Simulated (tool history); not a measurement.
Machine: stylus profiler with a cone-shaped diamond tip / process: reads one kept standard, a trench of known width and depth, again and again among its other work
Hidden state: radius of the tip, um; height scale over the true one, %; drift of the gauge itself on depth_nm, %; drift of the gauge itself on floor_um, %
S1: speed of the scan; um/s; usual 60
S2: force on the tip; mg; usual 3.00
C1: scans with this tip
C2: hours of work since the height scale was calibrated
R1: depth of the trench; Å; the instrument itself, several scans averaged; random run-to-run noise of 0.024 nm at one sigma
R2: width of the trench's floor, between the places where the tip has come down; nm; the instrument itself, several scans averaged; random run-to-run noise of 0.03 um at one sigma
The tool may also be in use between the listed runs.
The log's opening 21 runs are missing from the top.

Run 22, hour 1010.9: usual settings; C1 10013; C2 100. Result: R1 1011.4 Å, R2 16800 nm.
Run 23, hour 1071.0: usual settings; C1 10230; C2 138. Result: R1 1010.9 Å, R2 16790 nm.
Run 24, hour 1132.6: usual settings; C1 10453; C2 178. Result: R1 1010.9 Å, R2 16720 nm.
Run 25, hour 1182.3: usual settings but S2 5.83 mg; C1 10632; C2 210. Result: R1 1019.2 Å, R2 16810 nm.
At hour 1193.9: height scale calibrated on a step standard, once more.
Run 26, hour 1237.7: usual settings but S1 37 um/s, S2 5.85 mg; C1 10831; C2 28. Result: R1 1020.6 Å, R2 16850 nm.
Run 27, hour 1299.6: usual settings but S1 37 um/s, S2 5.85 mg; C1 11054; C2 68. Result: R1 1020.5 Å, R2 16850 nm.
Run 28, hour 1363.1: usual settings but S1 37 um/s, S2 5.85 mg; C1 11284; C2 109. Result: R1 1020.6 Å, R2 16790 nm.
Run 29, hour 1409.4: usual settings but S1 39 um/s, S2 1.09 mg; C1 11451; C2 139. Result: R1 1006.3 Å, R2 16650 nm.
Run 30, hour 1475.4: usual settings but S1 110 um/s, S2 5.56 mg; C1 11690; C2 182. Result: R1 1020.2 Å, R2 16610 nm.
Run 31, hour 1503.7: usual settings but S1 168 um/s, S2 3.91 mg; C1 11792; C2 200. Result: R1 1015.6 Å, R2 16290 nm.
Run 32, hour 1564.0: usual settings but S1 40 um/s, S2 3.44 mg; C1 12010; C2 240. Result: R1 1014.1 Å, R2 16700 nm.
Run 33, hour 1617.0: usual settings but S1 40 um/s, S2 3.44 mg; C1 12201; C2 274. Result: R1 1014.2 Å, R2 16740 nm.
Run 34, hour 1672.4: usual settings but S1 40 um/s, S2 3.44 mg; C1 12401; C2 310. Result: R1 1013.9 Å, R2 16660 nm.
Run 35, hour 1707.1: usual settings but S1 40 um/s, S2 3.44 mg; C1 12527; C2 332. Result: R1 1013.7 Å, R2 16680 nm.
Run 36, hour 1761.5: usual settings but S1 40 um/s, S2 3.44 mg; C1 12723; C2 367. Result: R1 1013.6 Å, R2 16620 nm.
Run 37, hour 1788.9: usual settings but S1 17 um/s, S2 2.50 mg; C1 12822; C2 385. Result: R1 1011.2 Å, R2 16760 nm.
Run 38, hour 1838.0: usual settings but S1 138 um/s, S2 5.31 mg; C1 13000; C2 417. Result: R1 1018.7 Å, R2 16340 nm.
Run 39, hour 1877.8: usual settings but S1 196 um/s, S2 3.99 mg; C1 13144; C2 443. Result: R1 1015.4 Å, R2 16180 nm.
Run 40, hour 1905.1: usual settings but S1 153 um/s, S2 1.14 mg; C1 13242; C2 460. Result: R1 1005.7 Å, R2 15850 nm.
Run 41, hour 1932.4: usual settings but S1 153 um/s, S2 2.82 mg; C1 13341; C2 478. Result: R1 1011.9 Å, R2 16130 nm.
Run 42, hour 1967.6: usual settings but S2 5.58 mg; C1 13468; C2 501. Result: R1 1019.5 Å, R2 16610 nm.
Run 43, hour 2011.1: usual settings but S2 2.35 mg; C1 13625; C2 529. Result: R1 1010.1 Å, R2 16510 nm.
Run 44, hour 2075.4: usual settings but S1 41 um/s, S2 2.01 mg; C1 13857; C2 570. Result: R1 1008.7 Å, R2 16500 nm.
Run 45, hour 2132.0: usual settings but S1 40 um/s, S2 2.01 mg; C1 14062; C2 607. Result: R1 1008.9 Å, R2 16560 nm.

3 options for the next run, each taken on its own from the tool as it stands now. Forecast them:
Run A, hour 2190.8: usual settings but S1 115 um/s, S2 1.80 mg; C1 14274; C2 645. Result: R1 ?, R2 ?.
Run B, hour 2190.8: usual settings but S1 110 um/s, S2 1.91 mg; C1 14274; C2 645. Result: R1 ?, R2 ?.
Run C, hour 2190.8: usual settings but S1 39 um/s, S2 3.33 mg; C1 14274; C2 645. Result: R1 ?, R2 ?.

run      R1     R2
  A  1008.3  16140
  B  1008.6  16170
  C  1012.9  16540
With the hidden condition removed and each run's random variation left untouched, the same runs would have given:
run      R1     R2
  A  1009.7  17440
  B  1010.0  17470
  C  1014.3  17840
